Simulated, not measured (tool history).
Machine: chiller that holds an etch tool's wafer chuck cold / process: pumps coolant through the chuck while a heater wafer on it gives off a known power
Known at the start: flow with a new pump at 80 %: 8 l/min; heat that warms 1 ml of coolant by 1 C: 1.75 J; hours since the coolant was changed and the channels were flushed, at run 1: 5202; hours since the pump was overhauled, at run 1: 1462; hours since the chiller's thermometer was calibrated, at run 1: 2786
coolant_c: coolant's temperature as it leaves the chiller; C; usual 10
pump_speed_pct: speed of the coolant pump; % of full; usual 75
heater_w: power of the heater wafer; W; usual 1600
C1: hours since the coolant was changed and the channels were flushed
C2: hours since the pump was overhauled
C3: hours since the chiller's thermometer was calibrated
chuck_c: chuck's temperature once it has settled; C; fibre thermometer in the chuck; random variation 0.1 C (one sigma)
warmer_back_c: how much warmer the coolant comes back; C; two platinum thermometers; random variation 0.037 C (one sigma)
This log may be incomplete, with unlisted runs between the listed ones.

run 1 day=0 | coolant_c=10 pump_speed_pct=75 heater_w=1600 | C1=5202 C2=1462 C3=2786 | chuck_c=23.8 warmer_back_c=7.38
run 2 day=2.212 | coolant_c=12 pump_speed_pct=75 heater_w=1600 | C1=5255 C2=1515 C3=2840 | chuck_c=25.8 warmer_back_c=7.42
run 3 day=4.546 | coolant_c=12 pump_speed_pct=75 heater_w=1600 | C1=5311 C2=1571 C3=2895 | chuck_c=25.9 warmer_back_c=7.43
run 4 day=6.096 | coolant_c=12 pump_speed_pct=75 heater_w=1600 | C1=5348 C2=1608 C3=2933 | chuck_c=25.8 warmer_back_c=7.47
run 5 day=7.667 | coolant_c=12 pump_speed_pct=75 heater_w=1600 | C1=5386 C2=1646 C3=2970 | chuck_c=25.8 warmer_back_c=7.44
run 6 day=9.825 | coolant_c=12 pump_speed_pct=75 heater_w=1600 | C1=5438 C2=1698 C3=3022 | chuck_c=26 warmer_back_c=7.41
-- day=11.717 coolant changed, channels flushed
run 7 day=12.325 | coolant_c=4 pump_speed_pct=65 heater_w=1600 | C1=15 C2=1752 C3=3076 | chuck_c=17.7 warmer_back_c=8.49
run 8 day=13.446 | coolant_c=4 pump_speed_pct=65 heater_w=1600 | C1=41 C2=1779 C3=3103 | chuck_c=18 warmer_back_c=8.53
run 9 day=15.038 | coolant_c=17 pump_speed_pct=82 heater_w=1600 | C1=80 C2=1817 C3=3141 | chuck_c=29.4 warmer_back_c=6.9
run 10 day=16.683 | coolant_c=1 pump_speed_pct=94 heater_w=1092 | C1=119 C2=1856 C3=3181 | chuck_c=8.7 warmer_back_c=4.08
run 11 day=18.6 | coolant_c=4 pump_speed_pct=96 heater_w=1570 | C1=165 C2=1902 C3=3227 | chuck_c=15.1 warmer_back_c=5.71

Same runs, no hidden state in the tool, same run-to-run variation:
Hidden conditions of the tool in this case: heat passed by the chuck's channels, % of clean ones'; flow at a given pump speed, % of a new pump's; coolant's true temperature over the reading, C; drift of the gauge itself on chuck_c, C; drift of the gauge itself on warmer_back_c, C.
run=1 chuck_c=22 warmer_back_c=7.24
run=2 chuck_c=23.9 warmer_back_c=7.28
run=3 chuck_c=24 warmer_back_c=7.28
run=4 chuck_c=23.9 warmer_back_c=7.32
run=5 chuck_c=23.9 warmer_back_c=7.29
run=6 chuck_c=24 warmer_back_c=7.26
run=7 chuck_c=16.9 warmer_back_c=8.32
run=8 chuck_c=17.2 warmer_back_c=8.35
run=9 chuck_c=28.6 warmer_back_c=6.75
run=10 chuck_c=8 warmer_back_c=3.99
run=11 chuck_c=14.3 warmer_back_c=5.58
